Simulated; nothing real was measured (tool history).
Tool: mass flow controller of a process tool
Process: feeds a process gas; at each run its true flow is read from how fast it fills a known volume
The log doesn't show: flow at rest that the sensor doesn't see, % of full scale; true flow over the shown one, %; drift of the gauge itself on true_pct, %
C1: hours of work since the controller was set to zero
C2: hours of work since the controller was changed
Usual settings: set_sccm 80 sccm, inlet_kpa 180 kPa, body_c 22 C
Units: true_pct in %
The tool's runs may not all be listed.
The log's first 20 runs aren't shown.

{"run": 21, "hour": 5529.6, "set_sccm": 146, "inlet_kpa": 180, "body_c": 22, "C1": 548, "C2": 877, "true_pct": 100.22}
{"run": 22, "hour": 5743.2, "set_sccm": 146, "inlet_kpa": 180, "body_c": 22, "C1": 638, "C2": 967, "true_pct": 100.47}
{"hour": 5782.4, "done": "controller's zero set anew, once more"}
{"run": 23, "hour": 6076.9, "set_sccm": 146, "inlet_kpa": 180, "body_c": 22, "C1": 124, "C2": 1107, "true_pct": 100.37}
{"run": 24, "hour": 6270.0, "set_sccm": 146, "inlet_kpa": 180, "body_c": 22, "C1": 205, "C2": 1188, "true_pct": 100.33}
{"run": 25, "hour": 6550.7, "set_sccm": 146, "inlet_kpa": 180, "body_c": 22, "C1": 324, "C2": 1307, "true_pct": 100.37}
{"run": 26, "hour": 6914.9, "set_sccm": 146, "inlet_kpa": 180, "body_c": 22, "C1": 477, "C2": 1460, "true_pct": 100.6}
{"run": 27, "hour": 7100.4, "set_sccm": 146, "inlet_kpa": 180, "body_c": 22, "C1": 555, "C2": 1538, "true_pct": 100.66}
{"run": 28, "hour": 7356.0, "set_sccm": 52, "inlet_kpa": 198, "body_c": 35, "C1": 663, "C2": 1646, "true_pct": 101.12}
{"run": 29, "hour": 7631.9, "set_sccm": 43, "inlet_kpa": 157, "body_c": 25, "C1": 779, "C2": 1762, "true_pct": 100.85}
{"run": 30, "hour": 7883.9, "set_sccm": 43, "inlet_kpa": 246, "body_c": 31, "C1": 885, "C2": 1868, "true_pct": 101.37}
{"run": 31, "hour": 8098.6, "set_sccm": 57, "inlet_kpa": 186, "body_c": 28, "C1": 975, "C2": 1959, "true_pct": 101.1}
{"run": 32, "hour": 8428.5, "set_sccm": 28, "inlet_kpa": 261, "body_c": 22, "C1": 1114, "C2": 2098, "true_pct": 101.68}
{"run": 33, "hour": 8717.5, "set_sccm": 116, "inlet_kpa": 145, "body_c": 22, "C1": 1236, "C2": 2219, "true_pct": 100.77}
{"run": 34, "hour": 9059.7, "set_sccm": 116, "inlet_kpa": 151, "body_c": 21, "C1": 1380, "C2": 2363, "true_pct": 100.86}

The next listed run, before its measurement:
{"run": 35, "hour": 9314.4, "set_sccm": 80, "inlet_kpa": 171, "body_c": 22, "C1": 1488, "C2": 2471, "true_pct": "?"}

{"run 35": {"true_pct": 101.06}}
Without the tool's hidden state the same run would have given true_pct 99.41 %.
